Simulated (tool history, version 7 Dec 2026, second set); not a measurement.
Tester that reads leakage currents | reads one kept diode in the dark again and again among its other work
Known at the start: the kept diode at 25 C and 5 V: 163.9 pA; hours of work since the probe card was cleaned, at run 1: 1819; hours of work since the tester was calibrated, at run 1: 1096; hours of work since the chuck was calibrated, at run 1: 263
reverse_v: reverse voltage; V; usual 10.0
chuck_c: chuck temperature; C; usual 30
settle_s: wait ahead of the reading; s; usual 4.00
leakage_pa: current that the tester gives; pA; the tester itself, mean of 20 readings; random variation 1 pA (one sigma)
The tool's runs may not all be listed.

| run | hour | reverse_v | chuck_c | settle_s | hours of work since the probe card was cleaned | hours of work since the tester was calibrated | hours of work since the chuck was calibrated | leakage_pa |
|---|---|---|---|---|---|---|---|---|
| 1 | 0.0 | 10.0 | 30 | 4.00 | 1819 | 1096 | 263 | 357.54 |
| 2 | 23.6 | 10.0 | 27 | 4.00 | 1837 | 1114 | 280 | 280.71 |
| 3 | 42.2 | 10.0 | 27 | 4.00 | 1851 | 1128 | 294 | 283.44 |
| 4 | 73.2 | 10.0 | 27 | 4.00 | 1874 | 1152 | 318 | 280.74 |
| 5 | 107.9 | 10.0 | 27 | 4.00 | 1900 | 1178 | 344 | 282.02 |
| 6 | 124.8 | 10.0 | 27 | 4.00 | 1913 | 1191 | 357 | 281.73 |
| 7 | 148.6 | 10.0 | 27 | 4.00 | 1931 | 1208 | 375 | 281.27 |
| 8 | 165.9 | 1.2 | 27 | 4.00 | 1944 | 1222 | 388 | 95.78 |
| 9 | 183.4 | 1.2 | 26 | 4.00 | 1957 | 1235 | 401 | 88.40 |
| 10 | 212.3 | 1.2 | 26 | 4.00 | 1979 | 1257 | 423 | 88.24 |
| 11 | 232.0 | 1.2 | 26 | 4.00 | 1994 | 1271 | 438 | 88.74 |
|  | 235.7 | chuck's temperature calibrated |
| 12 | 261.2 | 10.0 | 30 | 4.00 | 2014 | 1292 | 19 | 349.55 |
| 13 | 280.6 | 10.0 | 30 | 4.00 | 2029 | 1307 | 34 | 348.79 |
| 14 | 307.3 | 10.0 | 33 | 4.00 | 2049 | 1327 | 54 | 439.70 |
| 15 | 333.8 | 10.0 | 33 | 4.00 | 2069 | 1347 | 74 | 440.27 |
| 16 | 367.8 | 10.0 | 33 | 4.00 | 2095 | 1372 | 100 | 440.76 |
| 17 | 400.2 | 1.4 | 30 | 4.00 | 2119 | 1397 | 124 | 128.91 |
| 18 | 418.5 | 1.4 | 30 | 4.00 | 2133 | 1411 | 138 | 128.93 |
|  | 438.0 | chuck's temperature calibrated, once more |
| 19 | 454.0 | 1.4 | 30 | 4.00 | 2158 | 1436 | 12 | 136.60 |
| 20 | 481.5 | 1.4 | 30 | 4.00 | 2179 | 1457 | 33 | 136.28 |
| 21 | 501.6 | 1.4 | 30 | 4.00 | 2194 | 1472 | 48 | 136.13 |
| 22 | 519.7 | 1.4 | 30 | 4.00 | 2208 | 1485 | 62 | 135.48 |
| 23 | 546.3 | 4.1 | 43 | 0.74 | 2228 | 1505 | 82 | 629.51 |
| 24 | 583.5 | 4.1 | 43 | 0.74 | 2256 | 1533 | 110 | 629.23 |
| 25 | 607.1 | 4.1 | 43 | 0.74 | 2274 | 1551 | 128 | 627.29 |
| 26 | 626.0 | 4.1 | 43 | 0.74 | 2288 | 1566 | 142 | 627.88 |
| 27 | 644.9 | 19.7 | 34 | 4.00 | 2302 | 1580 | 156 | 700.99 |
| 28 | 666.5 | 19.7 | 34 | 4.00 | 2318 | 1596 | 172 | 697.66 |
| 29 | 698.5 | 19.7 | 34 | 0.53 | 2343 | 1620 | 196 | 702.99 |
| 30 | 721.6 | 4.6 | 20 | 4.00 | 2360 | 1638 | 214 | 109.29 |
| 31 | 745.4 | 10.7 | 31 | 4.92 | 2378 | 1656 | 232 | 404.99 |
| 32 | 764.4 | 1.3 | 30 | 4.00 | 2392 | 1670 | 246 | 129.81 |
| 33 | 786.1 | 1.3 | 30 | 4.00 | 2409 | 1686 | 263 | 128.76 |
| 34 | 823.2 | 1.3 | 30 | 4.00 | 2437 | 1714 | 291 | 128.82 |
| 35 | 859.6 | 4.4 | 23 | 9.09 | 2464 | 1742 | 318 | 136.29 |
| 36 | 890.6 | 4.4 | 23 | 9.09 | 2487 | 1765 | 341 | 135.64 |
| 37 | 916.0 | 5.5 | 24 | 4.00 | 2507 | 1784 | 361 | 164.73 |
|  | 945.5 | probe card cleaned and baked |
| 38 | 953.5 | 10.0 | 49 | 1.08 | 6 | 1810 | 387 | 1462.92 |
| 39 | 986.5 | 3.8 | 49 | 1.08 | 31 | 1835 | 411 | 915.23 |
| 40 | 1006.3 | 3.3 | 21 | 3.41 | 46 | 1850 | 426 | 91.56 |

3 ways to go on from here, each from the tool as it stands after run 40. What would each give?
| A | 1029.2 | 3.3 | 21 | 1.90 | 63 | 1867 | 444 | ? |
| B | 1029.2 | 2.5 | 43 | 4.00 | 63 | 1867 | 444 | ? |
| C | 1029.2 | 13.0 | 23 | 4.00 | 63 | 1867 | 444 | ? |

| run | leakage_pa |
|---|---|
| A | 91.67 |
| B | 478.64 |
| C | 212.13 |
Without the tool's hidden state the same runs would have given:
| run | leakage_pa |
|---|---|
| A | 95.52 |
| B | 497.24 |
| C | 220.60 |
